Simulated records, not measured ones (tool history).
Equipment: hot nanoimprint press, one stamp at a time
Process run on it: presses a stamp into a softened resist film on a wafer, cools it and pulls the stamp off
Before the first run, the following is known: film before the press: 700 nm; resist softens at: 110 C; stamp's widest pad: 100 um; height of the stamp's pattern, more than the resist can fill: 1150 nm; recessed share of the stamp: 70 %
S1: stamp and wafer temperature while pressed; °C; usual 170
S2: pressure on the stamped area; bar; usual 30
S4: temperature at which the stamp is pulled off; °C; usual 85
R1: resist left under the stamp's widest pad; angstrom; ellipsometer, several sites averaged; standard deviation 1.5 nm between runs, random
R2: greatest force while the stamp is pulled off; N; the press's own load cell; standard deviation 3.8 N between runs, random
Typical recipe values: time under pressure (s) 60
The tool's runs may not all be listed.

Run 1, hour 0: usual settings. Result: R1 3440 angstrom, R2 269 N.
Run 2, hour 62.5: usual settings but time under pressure (s) 38. Result: R1 3979 angstrom, R2 274 N.
Run 3, hour 116.9: usual settings but time under pressure (s) 53. Result: R1 3569 angstrom, R2 286 N.
Run 4, hour 176.1: usual settings. Result: R1 3408 angstrom, R2 289 N.
At hour 234.9: stamp cleaned and given a new release coat.
Run 5, hour 234.9: usual settings. Result: R1 3392 angstrom, R2 195 N.
Run 6, hour 289.9: usual settings but time under pressure (s) 48. Result: R1 3632 angstrom, R2 200 N.
Run 7, hour 355.9: usual settings but time under pressure (s) 48. Result: R1 3632 angstrom, R2 210 N.
Run 8, hour 416.1: usual settings but time under pressure (s) 48. Result: R1 3614 angstrom, R2 217 N.
Run 9, hour 466: usual settings. Result: R1 3336 angstrom, R2 224 N.
Run 10, hour 522.9: usual settings. Result: R1 3343 angstrom, R2 223 N.
Run 11, hour 558.6: usual settings but S4 87 °C. Result: R1 3327 angstrom, R2 215 N.
At hour 579.5: plate thermocouple calibrated.
Run 12, hour 621.5: usual settings but S1 177 °C, S4 87 °C. Result: R1 2570 angstrom, R2 224 N.
Run 13, hour 658.6: usual settings but S1 177 °C, S4 87 °C. Result: R1 2588 angstrom, R2 237 N.
Run 14, hour 724.2: usual settings but S1 177 °C, S4 87 °C. Result: R1 2577 angstrom, R2 244 N.
Run 15, hour 772.3: usual settings but S1 177 °C, S4 87 °C. Result: R1 2555 angstrom, R2 243 N.
Run 16, hour 808.4: usual settings but S1 177 °C, S4 87 °C. Result: R1 2547 angstrom, R2 253 N.
Run 17, hour 871.2: usual settings but S1 177 °C, S4 87 °C. Result: R1 2542 angstrom, R2 249 N.
Run 18, hour 905.8: usual settings but S1 177 °C, S4 87 °C. Result: R1 2540 angstrom, R2 256 N.
Run 19, hour 943.7: usual settings but S1 166 °C. Result: R1 4222 angstrom, R2 276 N.
Run 20, hour 975.1: usual settings but S1 173 °C, time under pressure (s) 100. Result: R1 2557 angstrom, R2 276 N.
Run 21, hour 1036.4: usual settings but S2 21.1 bar, S4 93 °C. Result: R1 4178 angstrom, R2 218 N.
Run 22, hour 1076.4: usual settings but time under pressure (s) 32. Result: R1 4180 angstrom, R2 281 N.
At hour 1144.9: stamp cleaned and given a new release coat.
Run 23, hour 1144.9: usual settings but time under pressure (s) 32. Result: R1 4172 angstrom, R2 206 N.
Run 24, hour 1180: usual settings but S1 180 °C, time under pressure (s) 89. Result: R1 1893 angstrom, R2 196 N.
Run 25, hour 1215.3: usual settings but S1 180 °C, time under pressure (s) 89. Result: R1 1881 angstrom, R2 200 N.
Run 26, hour 1247: usual settings but S1 159 °C, S2 20.5 bar, time under pressure (s) 62. Result: R1 5915 angstrom, R2 202 N.
Run 27, hour 1282.8: usual settings but S1 164 °C, S2 33.8 bar, time under pressure (s) 116, S4 81 °C. Result: R1 3518 angstrom, R2 242 N.
Run 28, hour 1319: usual settings but S2 33.1 bar, time under pressure (s) 38. Result: R1 3745 angstrom, R2 222 N.
Run 29, hour 1379.6: usual settings but S2 33.1 bar, time under pressure (s) 38. Result: R1 3758 angstrom, R2 221 N.

Each run again, without the hidden state but with its own random variation kept:
Unlogged tool condition in this case: true temperature over the reading, C; pressure that arrives at the usual setting, %; grip of the stamp's worn release coat, % over a new coat's; drift of the gauge itself on residual_nm, %; drift of the gauge itself on pull_off_n, %.
run    R1   R2
  1  3524  205
  2  4083  204
  3  3685  210
  4  3536  207
  5  3535  202
  6  3793  203
  7  3811  207
  8  3810  209
  9  3538  212
 10  3560  206
 11  3552  196
 12  2513  189
 13  2539  196
 14  2540  198
 15  2527  193
 16  2526  199
 17  2532  192
 18  2537  195
 19  4248  207
 20  2572  205
 21  4258  161
 22  4233  202
 23  4242  213
 24  1924  199
 25  1916  201
 26  6034  200
 27  3622  235
 28  3843  214
 29  3873  207

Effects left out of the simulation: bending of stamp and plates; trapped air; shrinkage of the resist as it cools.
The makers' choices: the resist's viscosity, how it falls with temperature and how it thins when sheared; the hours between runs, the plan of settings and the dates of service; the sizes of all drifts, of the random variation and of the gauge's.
